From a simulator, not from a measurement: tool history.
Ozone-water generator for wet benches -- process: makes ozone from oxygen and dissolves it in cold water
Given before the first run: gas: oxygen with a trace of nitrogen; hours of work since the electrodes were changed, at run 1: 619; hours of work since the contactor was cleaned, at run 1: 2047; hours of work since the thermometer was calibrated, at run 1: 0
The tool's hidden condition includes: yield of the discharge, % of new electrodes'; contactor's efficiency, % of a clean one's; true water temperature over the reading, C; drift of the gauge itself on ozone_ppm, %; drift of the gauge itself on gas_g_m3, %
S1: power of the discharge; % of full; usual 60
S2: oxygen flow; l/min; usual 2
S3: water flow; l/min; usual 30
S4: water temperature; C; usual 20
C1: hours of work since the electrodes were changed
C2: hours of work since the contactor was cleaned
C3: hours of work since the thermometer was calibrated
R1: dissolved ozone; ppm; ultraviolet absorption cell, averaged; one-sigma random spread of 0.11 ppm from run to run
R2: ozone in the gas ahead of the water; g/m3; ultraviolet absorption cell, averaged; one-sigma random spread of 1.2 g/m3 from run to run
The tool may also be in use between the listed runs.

run	day	S1	S2	S3	S4	C1	C2	C3	R1	R2
1	0	60	2	30	20	619	2047	0	8.4	210
2	2.038	60	2	30	20	659	2088	40	8.5	207.1
3	3.4	60	2	30	20	686	2115	67	8.4	209.2
4	5.175	60	2	30	20	721	2150	103	8.4	207.5
5	6.179	60	2	30	20	741	2170	123	8.4	207.9
6	7.471	60	2.12	30	20	767	2195	148	8.5	203.7
7	9.604	60	2.12	20	20	809	2238	190	12.8	206.4
8	11.429	60	2.12	20	20	845	2274	227	12.8	204.6
9	13.025	60	2	29	20	877	2306	258	8.6	206.4
10	15.162	60	2	39	20	919	2348	301	6.3	208.2
11	16.996	60	2	39	20	956	2384	337	6.4	204.8
12	18.329	60	2	39	15	982	2411	363	6.6	206.4
13	19.925	60	2	39	15	1014	2442	395	6.5	205.1
14	20.9	60	2	39	15	1033	2462	414	6.3	203.9
15	23.079	60	2	19	14	1076	2505	457	13.6	206.4
16	25.204	60	2.71	28	20	1118	2547	500	10.2	186.4
17	27.154	60	2.71	28	20	1157	2586	538	10.2	184.6
18	28.45	60	2	42	16	1183	2611	564	5.9	204
19	30.142	60	2	42	16	1216	2645	597	6	203.4
20	32.296	60	2	42	24	1259	2688	640	5.7	205
21	34.062	94	2.89	42	22	1294	2723	675	10	261.5
22	36.042	65	2.31	42	16	1333	2762	714	6.5	207.5
23	36.967	41	2	30	20	1351	2780	733	6.1	148.4
24	38.917	87	2.77	30	20	1390	2819	771	12.9	246.9
25	40.146	43	3.03	46	16	1414	2843	796	4.9	135.9
26	41.842	60	2	30	15	1448	2877	829	8.6	202.7
27	42.862	57	3.44	46	13	1468	2897	850	6.8	162.1
28	44.821	57	3.44	46	13	1507	2936	888	6.9	161.1

What if the next run were any one of these 5? Each begins from the tool's condition after run 28:
A	46.558	44	3.44	46	27	1542	2970	923	?	?
B	46.558	87	2	30	20	1542	2970	923	?	?
C	46.558	67	1.51	35	13	1542	2970	923	?	?
D	46.558	57	1.95	33	26	1542	2970	923	?	?
E	46.558	60	2	30	26	1542	2970	923	?	?

run	R1	R2
A	5.2	133.2
B	11.1	271.9
C	6.7	240.1
D	6.7	196.3
E	7.8	202.9
What these runs would have given with no unlogged condition in the tool:
run	R1	R2
A	5.6	138.6
B	12.4	293.6
C	7.4	255.6
D	7.4	207.2
E	8.5	214.7
